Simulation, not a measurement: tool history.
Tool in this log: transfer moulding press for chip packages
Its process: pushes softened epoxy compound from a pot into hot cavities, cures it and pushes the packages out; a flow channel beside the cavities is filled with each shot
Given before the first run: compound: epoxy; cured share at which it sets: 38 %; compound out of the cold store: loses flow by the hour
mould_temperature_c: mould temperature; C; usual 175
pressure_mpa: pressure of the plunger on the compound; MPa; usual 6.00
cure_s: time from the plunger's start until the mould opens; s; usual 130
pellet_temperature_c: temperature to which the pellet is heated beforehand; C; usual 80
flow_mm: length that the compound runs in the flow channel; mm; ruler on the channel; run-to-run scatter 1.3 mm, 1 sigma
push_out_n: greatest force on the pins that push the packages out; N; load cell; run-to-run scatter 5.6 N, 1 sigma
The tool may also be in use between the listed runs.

| run | hour | mould_temperature_c | pressure_mpa | cure_s | pellet_temperature_c | incoming compound's hours out of the cold store | flow_mm | push_out_n |
|---|---|---|---|---|---|---|---|---|
| 1 | 0.0 | 175 | 6.00 | 130 | 80 | 45.6 | 815 | 197 |
| 2 | 14.0 | 175 | 6.00 | 130 | 80 | 20.2 | 938 | 209 |
| 3 | 21.1 | 175 | 5.50 | 130 | 80 | 19.5 | 905 | 221 |
| 4 | 29.4 | 175 | 6.00 | 124 | 80 | 47.5 | 803 | 211 |
| 5 | 35.5 | 175 | 6.00 | 130 | 87 | 32.3 | 877 | 202 |
| 6 | 45.0 | 175 | 6.00 | 130 | 87 | 28.1 | 896 | 209 |
| 7 | 51.5 | 175 | 6.00 | 130 | 87 | 29.8 | 889 | 201 |
|  | 59.4 | cavities cleaned with cleaning compound and waxed |
| 8 | 63.7 | 175 | 6.00 | 130 | 80 | 43.8 | 823 | 201 |
| 9 | 74.3 | 175 | 6.00 | 130 | 80 | 40.5 | 834 | 213 |
| 10 | 83.4 | 175 | 6.00 | 130 | 80 | 21.2 | 933 | 216 |
| 11 | 91.0 | 171 | 6.00 | 167 | 80 | 45.9 | 822 | 202 |
| 12 | 102.8 | 171 | 6.00 | 167 | 80 | 38.2 | 860 | 188 |
| 13 | 110.8 | 179 | 6.00 | 167 | 80 | 14.0 | 963 | 185 |
| 14 | 119.3 | 169 | 4.63 | 111 | 74 | 39.3 | 751 | 332 |
|  | 125.8 | cavities cleaned with cleaning compound and waxed |
| 15 | 133.9 | 179 | 4.83 | 127 | 83 | 16.4 | 854 | 201 |

4 ways to go on from here, each from the tool as it stands after run 15. What would each give?
| A | 146.3 | 182 | 5.95 | 120 | 80 | 24.6 | ? | ? |
| B | 146.3 | 175 | 6.64 | 130 | 84 | 25.1 | ? | ? |
| C | 146.3 | 175 | 6.47 | 160 | 86 | 44.0 | ? | ? |
| D | 146.3 | 175 | 6.00 | 130 | 77 | 14.1 | ? | ? |

| run | flow_mm | push_out_n |
|---|---|---|
| A | 894 | 185 |
| B | 960 | 212 |
| C | 854 | 186 |
| D | 971 | 198 |
Without the tool's hidden state the same runs would have given:
| run | flow_mm | push_out_n |
|---|---|---|
| A | 894 | 183 |
| B | 961 | 210 |
| C | 854 | 184 |
| D | 972 | 197 |
